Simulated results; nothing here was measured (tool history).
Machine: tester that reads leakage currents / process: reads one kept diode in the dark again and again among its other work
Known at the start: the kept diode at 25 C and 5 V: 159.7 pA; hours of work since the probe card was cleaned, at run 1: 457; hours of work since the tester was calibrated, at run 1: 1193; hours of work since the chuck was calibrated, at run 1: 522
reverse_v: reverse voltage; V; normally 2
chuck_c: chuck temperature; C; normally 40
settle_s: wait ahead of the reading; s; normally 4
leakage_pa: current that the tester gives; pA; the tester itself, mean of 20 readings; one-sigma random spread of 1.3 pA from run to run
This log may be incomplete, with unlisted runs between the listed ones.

| run | day | reverse_v | chuck_c | settle_s | hours of work since the probe card was cleaned | hours of work since the tester was calibrated | hours of work since the chuck was calibrated | leakage_pa |
|---|---|---|---|---|---|---|---|---|
| 1 | 0 | 2 | 40 | 4 | 457 | 1193 | 522 | 452.76 |
| 2 | 3.312 | 2 | 40 | 8.09 | 490 | 1226 | 555 | 451.54 |
| 3 | 5.725 | 2 | 40 | 3.35 | 514 | 1250 | 579 | 455.13 |
| 4 | 8.496 | 2 | 40 | 3.35 | 541 | 1277 | 607 | 455.74 |
| 5 | 10.521 | 2 | 40 | 1.42 | 562 | 1297 | 627 | 454.18 |
| 6 | 14.412 | 2 | 40 | 1.42 | 600 | 1336 | 665 | 459.81 |
| 7 | 16.125 | 2 | 40 | 4 | 617 | 1353 | 682 | 460.65 |
| 8 | 18.208 | 2 | 33 | 4 | 638 | 1374 | 703 | 246.42 |
| 9 | 21.975 | 2 | 22 | 4 | 676 | 1411 | 741 | 88.39 |
| 10 | 23.692 | 2 | 22 | 4 | 693 | 1428 | 758 | 87.53 |
| 11 | 26.133 | 1.03 | 22 | 0.94 | 717 | 1453 | 782 | 66.67 |
| 12 | 29.433 | 1.03 | 22 | 0.94 | 750 | 1486 | 815 | 66.66 |
| 13 | 32.558 | 1.27 | 20 | 2.77 | 781 | 1517 | 846 | 60 |
| 14 | 35.854 | 2.73 | 47 | 0.59 | 814 | 1550 | 879 | 972.3 |
| 15 | 38.7 | 3.8 | 53 | 3.05 | 842 | 1578 | 907 | 1833.75 |
| 16 | 40.775 | 3.8 | 53 | 3.05 | 863 | 1598 | 928 | 1827.3 |
| 17 | 44.871 | 2 | 50 | 2.33 | 903 | 1639 | 969 | 1097.8 |
| 18 | 47.1 | 2 | 54 | 2.33 | 926 | 1661 | 991 | 1525.36 |
| 19 | 48.812 | 2 | 54 | 2.33 | 943 | 1678 | 1008 | 1526.44 |

5 options for the next run, each taken on its own from the tool as it stands now. Forecast them:
| A | 51.85 | 3.74 | 20 | 0.92 | 973 | 1709 | 1038 | ? |
| B | 51.85 | 1.5 | 40 | 4 | 973 | 1709 | 1038 | ? |
| C | 51.85 | 2 | 54 | 0.4 | 973 | 1709 | 1038 | ? |
| D | 51.85 | 2 | 40 | 2.63 | 973 | 1709 | 1038 | ? |
| E | 51.85 | 2 | 40 | 1.14 | 973 | 1709 | 1038 | ? |

| run | leakage_pa |
|---|---|
| A | 99.43 |
| B | 420.99 |
| C | 1526.76 |
| D | 473.24 |
| E | 475.03 |
What these runs would have given with no unlogged condition in the tool:
| run | leakage_pa |
|---|---|
| A | 87.01 |
| B | 382.75 |
| C | 1402.77 |
| D | 430.06 |
| E | 431.71 |
